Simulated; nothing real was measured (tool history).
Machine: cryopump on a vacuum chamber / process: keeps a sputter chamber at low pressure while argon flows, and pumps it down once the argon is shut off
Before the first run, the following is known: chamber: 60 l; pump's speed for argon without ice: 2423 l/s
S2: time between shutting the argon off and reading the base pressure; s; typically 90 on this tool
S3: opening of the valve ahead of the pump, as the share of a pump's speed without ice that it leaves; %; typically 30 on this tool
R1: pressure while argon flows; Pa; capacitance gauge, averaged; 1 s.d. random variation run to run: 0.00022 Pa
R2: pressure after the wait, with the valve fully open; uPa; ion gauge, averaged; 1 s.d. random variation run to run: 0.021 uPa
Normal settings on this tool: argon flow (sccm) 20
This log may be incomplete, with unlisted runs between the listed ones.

Run 1, hour 0.0: usual settings. Result: R1 0.0474 Pa, R2 0.78 uPa.
Run 2, hour 13.1: usual settings. Result: R1 0.0474 Pa, R2 0.74 uPa.
Run 3, hour 26.8: usual settings. Result: R1 0.0476 Pa, R2 0.82 uPa.
Run 4, hour 50.1: usual settings. Result: R1 0.0478 Pa, R2 0.82 uPa.
Run 5, hour 65.1: usual settings. Result: R1 0.0475 Pa, R2 0.77 uPa.
Run 6, hour 78.2: usual settings. Result: R1 0.0474 Pa, R2 0.82 uPa.
Run 7, hour 92.6: usual settings. Result: R1 0.0479 Pa, R2 0.74 uPa.
Run 8, hour 108.8: usual settings. Result: R1 0.0479 Pa, R2 0.76 uPa.
Run 9, hour 119.7: usual settings. Result: R1 0.0476 Pa, R2 0.78 uPa.
Run 10, hour 140.8: usual settings. Result: R1 0.0482 Pa, R2 0.80 uPa.
Run 11, hour 166.7: usual settings. Result: R1 0.0478 Pa, R2 0.79 uPa.
Run 12, hour 191.2: usual settings. Result: R1 0.0480 Pa, R2 0.80 uPa.
Run 13, hour 215.6: usual settings but argon flow (sccm) 19. Result: R1 0.0456 Pa, R2 0.81 uPa.
Run 14, hour 236.1: usual settings but argon flow (sccm) 19. Result: R1 0.0457 Pa, R2 0.80 uPa.
Run 15, hour 248.7: usual settings but argon flow (sccm) 19. Result: R1 0.0459 Pa, R2 0.83 uPa.
Run 16, hour 272.7: usual settings but argon flow (sccm) 22, S2 24 s, S3 18 %. Result: R1 0.0869 Pa, R2 1.55 uPa.

Predict the results of run 17:
Run 17, hour 288.0: usual settings but argon flow (sccm) 22, S2 24 s, S3 18 %. Result: R1 ?, R2 ?.

{"run 17": {"R1": 0.0871, "R2": 1.61}}
The same run, on a tool lacking any hidden state, would have yielded R1 0.0851 Pa, R2 1.17 uPa.

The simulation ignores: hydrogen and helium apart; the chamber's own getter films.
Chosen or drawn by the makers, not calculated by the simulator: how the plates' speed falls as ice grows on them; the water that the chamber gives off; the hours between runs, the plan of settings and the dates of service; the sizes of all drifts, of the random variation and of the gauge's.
